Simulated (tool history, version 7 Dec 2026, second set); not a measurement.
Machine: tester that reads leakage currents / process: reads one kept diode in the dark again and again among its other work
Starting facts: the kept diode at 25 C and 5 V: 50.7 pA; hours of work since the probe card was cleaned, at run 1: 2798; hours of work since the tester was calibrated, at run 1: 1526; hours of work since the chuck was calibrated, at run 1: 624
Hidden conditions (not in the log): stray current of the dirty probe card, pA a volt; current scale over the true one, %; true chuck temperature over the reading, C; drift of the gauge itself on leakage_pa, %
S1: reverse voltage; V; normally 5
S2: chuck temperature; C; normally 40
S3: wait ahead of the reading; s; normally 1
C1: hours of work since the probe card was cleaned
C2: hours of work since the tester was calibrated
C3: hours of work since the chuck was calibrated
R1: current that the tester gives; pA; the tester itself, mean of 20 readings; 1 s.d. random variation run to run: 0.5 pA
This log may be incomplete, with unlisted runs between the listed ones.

| run | hour | S1 | S2 | S3 | C1 | C2 | C3 | R1 |
|---|---|---|---|---|---|---|---|---|
| 1 | 0 | 5 | 40 | 1 | 2798 | 1526 | 624 | 162.02 |
| 2 | 114.2 | 5 | 40 | 1 | 2888 | 1616 | 714 | 160.76 |
| 3 | 212.6 | 5 | 40 | 1 | 2966 | 1694 | 792 | 160.35 |
| 4 | 318.7 | 5 | 40 | 1 | 3050 | 1778 | 876 | 158.99 |
| 5 | 420.7 | 5 | 40 | 1 | 3131 | 1859 | 957 | 159.21 |
| 6 | 486.6 | 5 | 40 | 1 | 3183 | 1912 | 1009 | 157.51 |
| 7 | 548.6 | 18.39 | 27 | 0.96 | 3232 | 1961 | 1059 | 127.32 |
| 8 | 646.1 | 18.39 | 27 | 0.96 | 3310 | 2038 | 1136 | 126.87 |
| 9 | 746.1 | 18.39 | 52 | 1.59 | 3389 | 2117 | 1215 | 665.02 |
|  | 803.2 | probe card cleaned and baked |
| 10 | 845.3 | 18.39 | 52 | 1.59 | 33 | 2193 | 1291 | 634.78 |
| 11 | 900.3 | 5 | 30 | 1 | 77 | 2237 | 1335 | 67.76 |

Take each entry between the runs: how does the hidden state at the last listed run before it differ from the hidden state at the first listed run after it?
From run 9 to run 10: probe card cleaned and baked (hour 803.2)
  stray current of the dirty probe card, pA a volt: 1.631 -> 0.043; current scale over the true one, %: -1.46 -> -1.51; true chuck temperature over the reading, C: -1.23 -> -1.31
  difference, measured minus the result without the unlogged condition, R1: -37.79 -> -70.49 pA
